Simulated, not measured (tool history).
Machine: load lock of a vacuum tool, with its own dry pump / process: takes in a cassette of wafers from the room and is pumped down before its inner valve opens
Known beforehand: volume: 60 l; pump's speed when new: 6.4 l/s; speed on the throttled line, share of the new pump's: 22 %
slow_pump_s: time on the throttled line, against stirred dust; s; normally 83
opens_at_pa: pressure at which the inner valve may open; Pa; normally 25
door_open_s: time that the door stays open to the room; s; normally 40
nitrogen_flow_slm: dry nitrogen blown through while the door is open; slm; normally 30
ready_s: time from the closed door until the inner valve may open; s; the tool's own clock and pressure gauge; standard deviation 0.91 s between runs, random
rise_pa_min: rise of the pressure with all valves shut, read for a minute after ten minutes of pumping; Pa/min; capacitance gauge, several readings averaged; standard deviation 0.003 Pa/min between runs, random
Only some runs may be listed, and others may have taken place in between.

run	hour	slow_pump_s	opens_at_pa	door_open_s	nitrogen_flow_slm	incoming humidity of the room's air, %	ready_s	rise_pa_min
1	0	83	25	40	30	45.2	154.2	0.153
2	447.8	83	25	40	30	44.7	154.8	0.164
3	890.2	83	25	40	30	45.8	154.2	0.168
4	1268.6	83	25	40	30	43.6	154.5	0.171
5	1747.6	83	25	40	30	42.5	154.3	0.181
6	2364	83	48	40	30	45.7	149.4	0.192
7	2743	83	25	25	30	44	155.8	0.187
8	3319.6	83	25	25	16	48.1	156.8	0.212
9	3972.2	83	35	25	16	43.2	154.9	0.222
10	4470.2	83	24	40	30	44.7	159.9	0.227
11	5084.5	83	24	40	30	42.7	158.8	0.226
12	5659.6	83	25	40	28	42.6	158.7	0.244
13	6148.6	83	25	40	30	44.3	161.6	0.248
# hour 6447.8: door's seal changed, seat wiped
14	6447.8	83	23	89	30	45.7	161.2	0.044
15	7077.6	83	23	89	30	44.5	164.9	0.04
16	7366.7	68	25	197	30	44.2	152.8	0.051
17	7988	68	25	197	30	42.6	152.7	0.057
18	8477.5	68	25	197	40	47	152.7	0.054
# hour 8727.8: dry pump taken out, an overhauled one fitted
19	8944.7	68	25	197	40	46.1	131.6	0.049
20	9213.4	95	22	197	4	48.8	154.9	0.108
21	9716.3	95	22	197	4	45.5	154.9	0.108
22	10129.4	79	22	36	4	44.4	143.4	0.067
23	10450.8	100	25	40	38	46.2	158	0.047
24	10784.2	100	25	40	38	44.7	159.3	0.051
25	11270	71	25	40	18	42.1	135.7	0.061
26	11897	71	25	40	18	42.8	136	0.064

Some steps in ready_s between neighbouring runs. How much of each would the tool show without its hidden state too (settings, what came in, random variation), and how much is left for the hidden state, with any gauge scatter that isn't in both results?
Hidden conditions of the tool in this case: pump's speed, % of a new pump's; leak at the door's seal, Pa l/s; drift of the gauge itself on ready_s, %; drift of the gauge itself on rise_pa_min, %.
Run 6 -> 7: opens_at_pa 48 -> 25, door_open_s 40 -> 25. ready_s +6.4 s: hidden state +1.6, all else +4.8.
Run 18 -> 19: dry pump taken out, an overhauled one fitted. ready_s -21.1 s: hidden state -20.6, all else -0.5.
Run 19 -> 20: slow_pump_s 68 -> 95, opens_at_pa 25 -> 22, nitrogen_flow_slm 40 -> 4. ready_s +23.3 s: hidden state +0.1, all else +23.2.
Run 24 -> 25: slow_pump_s 100 -> 71, nitrogen_flow_slm 38 -> 18. ready_s -23.6 s: hidden state +0.6, all else -24.2.
